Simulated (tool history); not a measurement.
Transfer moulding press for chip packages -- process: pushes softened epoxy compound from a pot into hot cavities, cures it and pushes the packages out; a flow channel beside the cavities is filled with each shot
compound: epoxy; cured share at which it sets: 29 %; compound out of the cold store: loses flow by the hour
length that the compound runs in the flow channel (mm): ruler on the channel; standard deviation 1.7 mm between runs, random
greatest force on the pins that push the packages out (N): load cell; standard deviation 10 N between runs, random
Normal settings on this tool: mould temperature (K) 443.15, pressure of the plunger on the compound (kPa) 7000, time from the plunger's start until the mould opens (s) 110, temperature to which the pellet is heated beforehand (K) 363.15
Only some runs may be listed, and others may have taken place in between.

| run | day | mould temperature (K) | pressure of the plunger on the compound (kPa) | time from the plunger's start until the mould opens (s) | temperature to which the pellet is heated beforehand (K) | incoming compound's hours out of the cold store | length that the compound runs in the flow channel (mm) | greatest force on the pins that push the packages out (N) |
|---|---|---|---|---|---|---|---|---|
| 1 | 0 | 443.15 | 7000 | 110 | 363.15 | 42 | 624 | 607 |
| 2 | 2 | 449.15 | 7000 | 110 | 363.15 | 33 | 641 | 618 |
|  | 2.625 | cavities cleaned with cleaning compound and waxed |
| 3 | 3.596 | 449.15 | 7000 | 110 | 363.15 | 16.9 | 706 | 738 |
| 4 | 5.15 | 443.15 | 7000 | 110 | 363.15 | 38.8 | 633 | 891 |
|  | 6.396 | cavities cleaned with cleaning compound and waxed |
| 5 | 6.533 | 443.15 | 7000 | 114 | 363.15 | 8.8 | 765 | 489 |
| 6 | 7.604 | 443.15 | 7000 | 114 | 363.15 | 13.1 | 740 | 633 |
|  | 8.504 | cavities cleaned with cleaning compound and waxed, once more |
|  | 10.225 | plunger's sealing rings changed |
| 7 | 10.396 | 443.15 | 7000 | 114 | 363.15 | 9.9 | 784 | 658 |
| 8 | 11.675 | 443.15 | 7000 | 114 | 363.15 | 10 | 776 | 784 |
|  | 12.475 | cavities cleaned with cleaning compound and waxed |
| 9 | 14.062 | 443.15 | 7000 | 114 | 363.15 | 14.3 | 749 | 655 |
|  | 16.308 | cavities cleaned with cleaning compound and waxed |
| 10 | 16.35 | 443.15 | 7000 | 133 | 363.15 | 33.6 | 665 | 425 |
| 11 | 18.108 | 443.15 | 7000 | 133 | 363.15 | 22.8 | 710 | 589 |
|  | 19.996 | cavities cleaned with cleaning compound and waxed |
| 12 | 19.996 | 443.15 | 7000 | 133 | 363.15 | 36.8 | 649 | 400 |
| 13 | 21.258 | 443.15 | 7000 | 133 | 363.15 | 25.3 | 694 | 544 |
|  | 23.758 | cavities cleaned with cleaning compound and waxed |
| 14 | 23.917 | 437.15 | 7000 | 128 | 363.15 | 22.8 | 735 | 617 |
| 15 | 26.088 | 441.15 | 7000 | 104 | 363.15 | 42.9 | 625 | 825 |
| 16 | 27.2 | 441.15 | 7000 | 104 | 363.15 | 8.3 | 779 | 1030 |
|  | 27.596 | cavities cleaned with cleaning compound and waxed |
|  | 27.933 | plunger's sealing rings changed |
| 17 | 29.742 | 441.15 | 7000 | 104 | 363.15 | 15.1 | 765 | 938 |
| 18 | 31.221 | 438.15 | 8450 | 110 | 363.15 | 18.3 | 843 | 1212 |
|  | 31.396 | cavities cleaned with cleaning compound and waxed |
| 19 | 33.554 | 443.15 | 7000 | 132 | 363.15 | 8.5 | 780 | 610 |
|  | 35.071 | cavities cleaned with cleaning compound and waxed |
| 20 | 36.179 | 436.15 | 5450 | 110 | 372.15 | 27.2 | 636 | 1001 |
| 21 | 37.529 | 443.15 | 7650 | 101 | 363.15 | 32.7 | 695 | 815 |
|  | 37.988 | mould's thermocouples calibrated |
|  | 38.825 | cavities cleaned with cleaning compound and waxed |
| 22 | 39.988 | 443.15 | 8520 | 95 | 363.15 | 24.9 | 764 | 805 |
| 23 | 41.479 | 450.15 | 8520 | 95 | 353.15 | 35.5 | 684 | 626 |
|  | 42.617 | cavities cleaned with cleaning compound and waxed |
| 24 | 42.938 | 450.15 | 8520 | 95 | 353.15 | 14 | 787 | 485 |
| 25 | 44.242 | 448.15 | 8520 | 95 | 353.15 | 35.1 | 694 | 625 |

Forecast each of these 5 alternatives for the next run:
|  | 45.704 | plunger's sealing rings changed |
|  | 46.362 | cavities cleaned with cleaning compound and waxed |
| A | 47.029 | 436.15 | 7000 | 102 | 367.15 | 29 | ? | ? |
|  | 45.704 | plunger's sealing rings changed |
|  | 46.362 | cavities cleaned with cleaning compound and waxed |
| B | 47.029 | 446.15 | 7000 | 110 | 363.15 | 9.5 | ? | ? |
|  | 45.704 | plunger's sealing rings changed |
|  | 46.362 | cavities cleaned with cleaning compound and waxed |
| C | 47.029 | 445.15 | 7000 | 93 | 370.15 | 41.8 | ? | ? |
|  | 45.704 | plunger's sealing rings changed |
|  | 46.362 | cavities cleaned with cleaning compound and waxed |
| D | 47.029 | 442.15 | 7000 | 100 | 358.15 | 14.4 | ? | ? |
|  | 45.704 | plunger's sealing rings changed |
|  | 46.362 | cavities cleaned with cleaning compound and waxed |
| E | 47.029 | 451.15 | 6540 | 110 | 363.15 | 14.3 | ? | ? |

| run | length that the compound runs in the flow channel (mm) | greatest force on the pins that push the packages out (N) |
|---|---|---|
| A | 722 | 1096 |
| B | 766 | 517 |
| C | 631 | 625 |
| D | 760 | 755 |
| E | 695 | 462 |
The same runs, with their run-to-run variation unchanged, on a tool lacking any hidden condition would have given:
| run | length that the compound runs in the flow channel (mm) | greatest force on the pins that push the packages out (N) |
|---|---|---|
| A | 723 | 873 |
| B | 767 | 420 |
| C | 632 | 504 |
| D | 762 | 602 |
| E | 696 | 378 |

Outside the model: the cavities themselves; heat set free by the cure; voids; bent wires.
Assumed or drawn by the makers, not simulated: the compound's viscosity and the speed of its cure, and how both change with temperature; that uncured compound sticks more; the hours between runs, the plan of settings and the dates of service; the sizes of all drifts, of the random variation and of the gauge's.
